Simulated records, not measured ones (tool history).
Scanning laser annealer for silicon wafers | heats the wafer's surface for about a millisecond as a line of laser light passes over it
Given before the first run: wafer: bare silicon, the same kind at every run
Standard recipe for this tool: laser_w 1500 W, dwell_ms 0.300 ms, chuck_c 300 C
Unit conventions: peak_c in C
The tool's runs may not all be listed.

run   hour  laser_w  dwell_ms  chuck_c  peak_c
  1    0.0     1500     0.300      300    1107
  2   29.4     1500     0.300      300    1108
  3   46.3     1500     0.300      300    1109
  4   80.5     1500     0.300      300    1110
  5  106.5     1500     0.300      300    1105
  6  139.5     1500     0.300      300    1106
  7  162.7     1500     0.300      300    1102
  8  178.2     1500     0.300      300    1105
  9  207.6     1500     0.300      300    1101
 10  240.0     1500     0.300      300    1101
 11  262.6     1500     0.300      300    1099
 12  299.1     1500     0.300      300    1100
 13  330.2     1641     0.339      291    1245
 14  352.9     1641     0.339      291    1246
 15  389.6     1641     0.244      297    1103
 16  421.3     1641     0.244      297    1102
 17  456.6     1424     0.261      302     996
 18  479.8     1424     0.261      302     994
 19  497.3     1534     0.261      302    1060
 20  520.5     1500     0.236      300    1003
 21  555.6     1500     0.236      300    1001
 22  589.7     1500     0.236      280     979
 23  623.3     1629     0.281      296    1145

Alternative continuations, all from the tool just after run 23; predict every row:
  A  652.3     1553     0.300      300       ?
  B  652.3     1500     0.361      300       ?
  C  652.3     1462     0.246      299       ?
  D  652.3     1401     0.300      287       ?

run  peak_c
  A    1125
  B    1163
  C     988
  D    1008
What these runs would have given with no unlogged condition in the tool:
run  peak_c
  A    1163
  B    1203
  C    1019
  D    1041
